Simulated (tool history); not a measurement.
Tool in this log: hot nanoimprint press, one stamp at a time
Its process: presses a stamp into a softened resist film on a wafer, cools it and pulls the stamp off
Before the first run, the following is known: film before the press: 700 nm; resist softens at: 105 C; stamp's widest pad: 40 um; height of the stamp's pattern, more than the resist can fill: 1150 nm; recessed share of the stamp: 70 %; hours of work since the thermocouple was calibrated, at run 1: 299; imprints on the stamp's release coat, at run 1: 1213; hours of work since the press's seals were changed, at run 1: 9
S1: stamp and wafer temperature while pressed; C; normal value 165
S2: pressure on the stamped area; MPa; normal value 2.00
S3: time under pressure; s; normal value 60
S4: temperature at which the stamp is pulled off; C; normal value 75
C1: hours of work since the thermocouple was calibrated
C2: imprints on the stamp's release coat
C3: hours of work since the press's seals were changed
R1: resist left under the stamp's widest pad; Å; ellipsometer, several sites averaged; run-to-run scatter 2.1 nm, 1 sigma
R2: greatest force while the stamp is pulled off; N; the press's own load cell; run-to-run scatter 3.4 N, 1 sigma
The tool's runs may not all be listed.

| run | hour | S1 | S2 | S3 | S4 | C1 | C2 | C3 | R1 | R2 |
|---|---|---|---|---|---|---|---|---|---|---|
| 1 | 0.0 | 165 | 2.00 | 60 | 75 | 299 | 1213 | 9 | 3526 | 193 |
|  | 29.0 | plate thermocouple calibrated |
| 2 | 38.8 | 165 | 2.00 | 60 | 75 | 6 | 1339 | 33 | 3638 | 206 |
| 3 | 71.8 | 165 | 2.00 | 92 | 75 | 28 | 1456 | 54 | 3166 | 207 |
| 4 | 111.7 | 165 | 2.00 | 92 | 75 | 54 | 1596 | 80 | 3179 | 210 |
| 5 | 134.5 | 165 | 2.00 | 92 | 75 | 69 | 1676 | 95 | 3170 | 206 |
|  | 180.6 | stamp cleaned and given a new release coat |
| 6 | 187.0 | 165 | 2.00 | 92 | 75 | 99 | 23 | 126 | 3217 | 172 |
|  | 196.5 | plate thermocouple calibrated, once more |
| 7 | 232.8 | 170 | 2.00 | 60 | 75 | 24 | 173 | 154 | 2490 | 164 |
| 8 | 273.4 | 165 | 2.00 | 60 | 68 | 50 | 316 | 180 | 3359 | 194 |
| 9 | 320.8 | 168 | 2.00 | 60 | 68 | 81 | 483 | 211 | 2863 | 205 |
| 10 | 364.0 | 168 | 2.00 | 60 | 68 | 110 | 635 | 240 | 2910 | 197 |
| 11 | 405.3 | 165 | 2.00 | 60 | 75 | 137 | 780 | 267 | 3430 | 184 |
| 12 | 443.9 | 165 | 2.00 | 60 | 75 | 162 | 916 | 292 | 3467 | 181 |
| 13 | 467.1 | 165 | 2.00 | 60 | 75 | 177 | 998 | 307 | 3448 | 190 |
| 14 | 494.0 | 165 | 2.00 | 60 | 75 | 195 | 1092 | 325 | 3515 | 182 |
| 15 | 536.9 | 175 | 2.00 | 60 | 75 | 223 | 1244 | 353 | 2029 | 193 |
| 16 | 581.5 | 175 | 2.00 | 60 | 75 | 252 | 1400 | 382 | 2042 | 197 |
| 17 | 622.3 | 161 | 2.45 | 113 | 75 | 279 | 1544 | 409 | 3278 | 200 |
| 18 | 658.6 | 175 | 2.00 | 118 | 75 | 302 | 1672 | 432 | 1594 | 204 |
|  | 683.1 | plate thermocouple calibrated |
|  | 707.9 | stamp cleaned and given a new release coat |
| 19 | 715.5 | 165 | 1.47 | 60 | 75 | 17 | 26 | 464 | 3838 | 153 |
| 20 | 746.1 | 154 | 2.00 | 47 | 75 | 37 | 134 | 484 | 5818 | 164 |
| 21 | 787.2 | 168 | 2.85 | 31 | 80 | 64 | 278 | 511 | 3132 | 151 |
| 22 | 818.1 | 169 | 2.00 | 60 | 75 | 84 | 387 | 531 | 2762 | 173 |
| 23 | 844.4 | 165 | 1.32 | 60 | 79 | 102 | 480 | 548 | 4127 | 158 |
| 24 | 869.2 | 172 | 1.46 | 43 | 81 | 118 | 567 | 564 | 3144 | 154 |
| 25 | 902.1 | 172 | 1.46 | 43 | 81 | 139 | 683 | 586 | 3135 | 156 |
| 26 | 930.3 | 158 | 1.46 | 88 | 78 | 158 | 782 | 604 | 5007 | 169 |
| 27 | 961.8 | 158 | 1.46 | 88 | 78 | 178 | 893 | 625 | 4992 | 172 |
|  | 977.1 | press's hydraulic seals changed and the load cell set to zero |
| 28 | 1012.9 | 165 | 2.00 | 69 | 75 | 207 | 1045 | 23 | 3330 | 188 |
| 29 | 1045.9 | 164 | 2.00 | 60 | 73 | 228 | 1161 | 45 | 3728 | 203 |
| 30 | 1071.0 | 175 | 2.00 | 60 | 72 | 245 | 1249 | 61 | 2024 | 210 |
| 31 | 1104.0 | 175 | 2.00 | 60 | 72 | 266 | 1365 | 83 | 2020 | 218 |

Some steps in R1, run to run, broken into two amounts with sign: the step expected even without the hidden condition (settings, incoming material, random variation), and the rest, left for the hidden condition together with whatever gauge scatter is not in both the measured and the hidden-condition-free result:
What the log doesn't record here: true temperature over the reading, C; pressure that arrives at the usual setting, %; grip of the stamp's worn release coat, % over a new coat's; drift of the gauge itself on residual_nm, %; drift of the gauge itself on pull_off_n, %.
Run 1 -> 2: plate thermocouple calibrated. R1 +112 Å: hidden state +138, all else -26.
Run 6 -> 7: S1 165 -> 170, S3 92 -> 60, plate thermocouple calibrated, once more. R1 -727 Å: hidden state -355, all else -372.
Run 17 -> 18: S1 161 -> 175, S2 2.45 -> 2.00, S3 113 -> 118. R1 -1684 Å: hidden state -139, all else -1545.
Run 18 -> 19: S1 175 -> 165, S2 2.00 -> 1.47, S3 118 -> 60, plate thermocouple calibrated, stamp cleaned and given a new release coat. R1 +2244 Å: hidden state -75, all else +2319.
Run 19 -> 20: S1 165 -> 154, S2 1.47 -> 2.00, S3 60 -> 47. R1 +1980 Å: hidden state +10, all else +1970.
Run 20 -> 21: S1 154 -> 168, S2 2.00 -> 2.85, S3 47 -> 31, S4 75 -> 80. R1 -2686 Å: hidden state +54, all else -2740.

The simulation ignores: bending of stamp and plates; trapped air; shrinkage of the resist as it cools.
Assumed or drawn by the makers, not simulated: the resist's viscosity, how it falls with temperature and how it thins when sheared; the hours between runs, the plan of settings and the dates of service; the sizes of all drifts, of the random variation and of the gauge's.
